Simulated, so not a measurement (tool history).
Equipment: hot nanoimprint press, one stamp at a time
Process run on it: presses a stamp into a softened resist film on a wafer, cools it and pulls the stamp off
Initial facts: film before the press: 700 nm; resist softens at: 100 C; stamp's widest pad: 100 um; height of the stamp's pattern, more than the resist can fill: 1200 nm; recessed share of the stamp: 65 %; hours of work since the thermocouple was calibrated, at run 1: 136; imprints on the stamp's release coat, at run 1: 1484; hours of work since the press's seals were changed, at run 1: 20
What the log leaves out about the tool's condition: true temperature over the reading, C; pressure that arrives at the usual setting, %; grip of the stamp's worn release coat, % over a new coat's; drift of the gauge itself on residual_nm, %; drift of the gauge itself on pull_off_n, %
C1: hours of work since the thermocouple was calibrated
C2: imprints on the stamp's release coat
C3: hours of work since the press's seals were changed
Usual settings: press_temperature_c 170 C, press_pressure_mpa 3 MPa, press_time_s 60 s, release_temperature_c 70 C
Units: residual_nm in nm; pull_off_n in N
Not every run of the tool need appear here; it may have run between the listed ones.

run 1 day=0 | press_temperature_c=170 press_pressure_mpa=3 press_time_s=60 release_temperature_c=70 | C1=136 C2=1484 C3=20 | residual_nm=385.3 pull_off_n=119
run 2 day=0.4 | press_temperature_c=170 press_pressure_mpa=3 press_time_s=60 release_temperature_c=70 | C1=142 C2=1508 C3=25 | residual_nm=384.7 pull_off_n=117
run 3 day=0.85 | press_temperature_c=170 press_pressure_mpa=4.3 press_time_s=60 release_temperature_c=70 | C1=148 C2=1535 C3=31 | residual_nm=318.9 pull_off_n=115
run 4 day=1.208 | press_temperature_c=170 press_pressure_mpa=3 press_time_s=60 release_temperature_c=70 | C1=153 C2=1557 C3=36 | residual_nm=379.3 pull_off_n=119
run 5 day=1.421 | press_temperature_c=170 press_pressure_mpa=3 press_time_s=60 release_temperature_c=70 | C1=156 C2=1570 C3=39 | residual_nm=384 pull_off_n=120
run 6 day=1.7 | press_temperature_c=170 press_pressure_mpa=3 press_time_s=60 release_temperature_c=70 | C1=159 C2=1587 C3=43 | residual_nm=385.2 pull_off_n=119
run 7 day=1.892 | press_temperature_c=170 press_pressure_mpa=3 press_time_s=60 release_temperature_c=70 | C1=162 C2=1598 C3=45 | residual_nm=386.2 pull_off_n=123
run 8 day=2.167 | press_temperature_c=170 press_pressure_mpa=3 press_time_s=60 release_temperature_c=70 | C1=165 C2=1615 C3=49 | residual_nm=381.4 pull_off_n=118
run 9 day=2.458 | press_temperature_c=170 press_pressure_mpa=3 press_time_s=60 release_temperature_c=58 | C1=169 C2=1633 C3=53 | residual_nm=388.2 pull_off_n=157
run 10 day=2.662 | press_temperature_c=170 press_pressure_mpa=3 press_time_s=60 release_temperature_c=70 | C1=172 C2=1645 C3=56 | residual_nm=389.8 pull_off_n=121
run 11 day=2.921 | press_temperature_c=171 press_pressure_mpa=3 press_time_s=60 release_temperature_c=70 | C1=176 C2=1661 C3=59 | residual_nm=376 pull_off_n=118
run 12 day=3.342 | press_temperature_c=171 press_pressure_mpa=3 press_time_s=60 release_temperature_c=70 | C1=181 C2=1686 C3=65 | residual_nm=373.5 pull_off_n=122
run 13 day=3.567 | press_temperature_c=171 press_pressure_mpa=3 press_time_s=60 release_temperature_c=70 | C1=184 C2=1700 C3=68 | residual_nm=377.8 pull_off_n=125
run 14 day=3.992 | press_temperature_c=170 press_pressure_mpa=3.13 press_time_s=60 release_temperature_c=70 | C1=190 C2=1726 C3=73 | residual_nm=377.7 pull_off_n=118
run 15 day=4.212 | press_temperature_c=170 press_pressure_mpa=3.13 press_time_s=60 release_temperature_c=70 | C1=193 C2=1739 C3=76 | residual_nm=381.1 pull_off_n=120
run 16 day=4.567 | press_temperature_c=170 press_pressure_mpa=3.13 press_time_s=60 release_temperature_c=70 | C1=198 C2=1760 C3=81 | residual_nm=380.1 pull_off_n=122
-- day=4.871 stamp cleaned and given a new release coat
run 17 day=5.138 | press_temperature_c=170 press_pressure_mpa=3.96 press_time_s=60 release_temperature_c=73 | C1=202 C2=16 C3=85 | residual_nm=329.6 pull_off_n=99
run 18 day=5.354 | press_temperature_c=170 press_pressure_mpa=3.96 press_time_s=60 release_temperature_c=73 | C1=205 C2=29 C3=88 | residual_nm=336.3 pull_off_n=98
run 19 day=5.746 | press_temperature_c=158 press_pressure_mpa=3 press_time_s=34 release_temperature_c=70 | C1=210 C2=53 C3=94 | residual_nm=580.8 pull_off_n=109
run 20 day=6.133 | press_temperature_c=158 press_pressure_mpa=3 press_time_s=34 release_temperature_c=70 | C1=215 C2=76 C3=99 | residual_nm=578.3 pull_off_n=107
run 21 day=6.388 | press_temperature_c=158 press_pressure_mpa=3 press_time_s=34 release_temperature_c=70 | C1=219 C2=92 C3=102 | residual_nm=582.1 pull_off_n=104
run 22 day=6.617 | press_temperature_c=167 press_pressure_mpa=3.57 press_time_s=34 release_temperature_c=61 | C1=222 C2=106 C3=105 | residual_nm=449.6 pull_off_n=133
run 23 day=6.975 | press_temperature_c=170 press_pressure_mpa=3.13 press_time_s=116 release_temperature_c=70 | C1=227 C2=127 C3=110 | residual_nm=312.5 pull_off_n=108
run 24 day=7.312 | press_temperature_c=170 press_pressure_mpa=2.6 press_time_s=116 release_temperature_c=67 | C1=231 C2=148 C3=115 | residual_nm=344 pull_off_n=115
run 25 day=7.592 | press_temperature_c=176 press_pressure_mpa=2.6 press_time_s=71 release_temperature_c=67 | C1=235 C2=165 C3=118 | residual_nm=337.6 pull_off_n=114
run 26 day=7.888 | press_temperature_c=176 press_pressure_mpa=2.6 press_time_s=71 release_temperature_c=67 | C1=239 C2=183 C3=122 | residual_nm=335.2 pull_off_n=113
run 27 day=8.3 | press_temperature_c=176 press_pressure_mpa=2.6 press_time_s=69 release_temperature_c=67 | C1=244 C2=207 C3=128 | residual_nm=336.1 pull_off_n=120
run 28 day=8.642 | press_temperature_c=170 press_pressure_mpa=2.35 press_time_s=117 release_temperature_c=58 | C1=249 C2=228 C3=132 | residual_nm=359.8 pull_off_n=138
run 29 day=9.046 | press_temperature_c=170 press_pressure_mpa=2.35 press_time_s=117 release_temperature_c=58 | C1=254 C2=253 C3=138 | residual_nm=360.9 pull_off_n=143

Here are 3 independent what-if runs from the current tool condition. What would each one return?
run A day=9.471 | press_temperature_c=170 press_pressure_mpa=2.35 press_time_s=117 release_temperature_c=61 | C1=260 C2=278 C3=143 | residual_nm=? pull_off_n=?
run B day=9.471 | press_temperature_c=170 press_pressure_mpa=2.68 press_time_s=75 release_temperature_c=68 | C1=260 C2=278 C3=143 | residual_nm=? pull_off_n=?
run C day=9.471 | press_temperature_c=160 press_pressure_mpa=3.29 press_time_s=117 release_temperature_c=67 | C1=260 C2=278 C3=143 | residual_nm=? pull_off_n=?

run=A residual_nm=362.7 pull_off_n=131
run=B residual_nm=385.1 pull_off_n=111
run=C residual_nm=416.5 pull_off_n=122
With no hidden state in the tool, these same runs would have given:
run=A residual_nm=349.2 pull_off_n=125
run=B residual_nm=371.2 pull_off_n=105
run=C residual_nm=399.7 pull_off_n=116

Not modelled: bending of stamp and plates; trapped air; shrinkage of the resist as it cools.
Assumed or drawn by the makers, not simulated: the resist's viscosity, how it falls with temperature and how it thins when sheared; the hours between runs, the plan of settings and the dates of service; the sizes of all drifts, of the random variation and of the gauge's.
